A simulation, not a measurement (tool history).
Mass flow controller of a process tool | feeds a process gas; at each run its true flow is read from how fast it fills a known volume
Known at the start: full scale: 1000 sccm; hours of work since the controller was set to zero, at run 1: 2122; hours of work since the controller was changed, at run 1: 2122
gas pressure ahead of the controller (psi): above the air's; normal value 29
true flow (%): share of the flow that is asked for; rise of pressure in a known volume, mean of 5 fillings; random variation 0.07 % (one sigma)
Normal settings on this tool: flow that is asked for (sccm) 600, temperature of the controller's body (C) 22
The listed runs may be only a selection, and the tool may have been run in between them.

| run | hour | flow that is asked for (sccm) | gas pressure ahead of the controller (psi) | temperature of the controller's body (C) | hours of work since the controller was set to zero | hours of work since the controller was changed | true flow (%) |
|---|---|---|---|---|---|---|---|
| 1 | 0 | 600 | 29 | 22 | 2122 | 2122 | 99.06 |
| 2 | 192.6 | 600 | 29 | 22 | 2226 | 2226 | 99.02 |
| 3 | 438.1 | 600 | 29 | 22 | 2359 | 2359 | 99.4 |
| 4 | 557.2 | 600 | 29 | 22 | 2424 | 2424 | 99.42 |
| 5 | 686.4 | 600 | 29 | 22 | 2494 | 2494 | 99.61 |
| 6 | 864.7 | 600 | 29 | 22 | 2591 | 2591 | 99.75 |
| 7 | 1136.9 | 600 | 29 | 22 | 2738 | 2738 | 99.99 |
| 8 | 1379 | 600 | 29 | 22 | 2870 | 2870 | 100.16 |
| 9 | 1520 | 600 | 29 | 22 | 2946 | 2946 | 100.14 |
| 10 | 1792.7 | 600 | 29 | 35 | 3094 | 3094 | 101.2 |
| 11 | 1991.6 | 600 | 29 | 35 | 3202 | 3202 | 101.43 |
| 12 | 2243 | 600 | 29 | 35 | 3338 | 3338 | 101.72 |
| 13 | 2382.5 | 597 | 36.8 | 35 | 3414 | 3414 | 101.62 |
| 14 | 2501.8 | 129 | 31.9 | 23 | 3478 | 3478 | 100.21 |
| 15 | 2638.9 | 172 | 32.5 | 31 | 3553 | 3553 | 100.76 |
| 16 | 2829.2 | 172 | 32.5 | 31 | 3656 | 3656 | 100.98 |
| 17 | 2961.5 | 172 | 32.5 | 31 | 3728 | 3728 | 101.09 |
|  | 3186.5 | gauge calibrated |
| 18 | 3234.1 | 600 | 39.3 | 30 | 3875 | 3875 | 99.34 |
| 19 | 3383.8 | 600 | 26.7 | 30 | 3956 | 3956 | 99.72 |
| 20 | 3610.1 | 616 | 29 | 29 | 4079 | 4079 | 99.78 |
| 21 | 3799 | 600 | 27 | 29 | 4182 | 4182 | 99.91 |

Subtracting, for every run, the result it would have given without the tool's unlogged condition from the measured result gives the following. The same run-to-run variation enters both numbers; the gauge's scatter may not:
Hidden state present: flow at rest that the sensor doesn't see, % of full scale; true flow over the shown one, %; drift of the gauge itself on true_pct, %.
| run | true flow (%) |
|---|---|
| 1 | +0.01 |
| 2 | +0.17 |
| 3 | +0.39 |
| 4 | +0.49 |
| 5 | +0.6 |
| 6 | +0.77 |
| 7 | +1 |
| 8 | +1.22 |
| 9 | +1.33 |
| 10 | +1.59 |
| 11 | +1.76 |
| 12 | +1.99 |
| 13 | +2.11 |
| 14 | +2.2 |
| 15 | +2.32 |
| 16 | +2.5 |
| 17 | +2.62 |
| 18 | +0.04 |
| 19 | +0.17 |
| 20 | +0.38 |
| 21 | +0.54 |

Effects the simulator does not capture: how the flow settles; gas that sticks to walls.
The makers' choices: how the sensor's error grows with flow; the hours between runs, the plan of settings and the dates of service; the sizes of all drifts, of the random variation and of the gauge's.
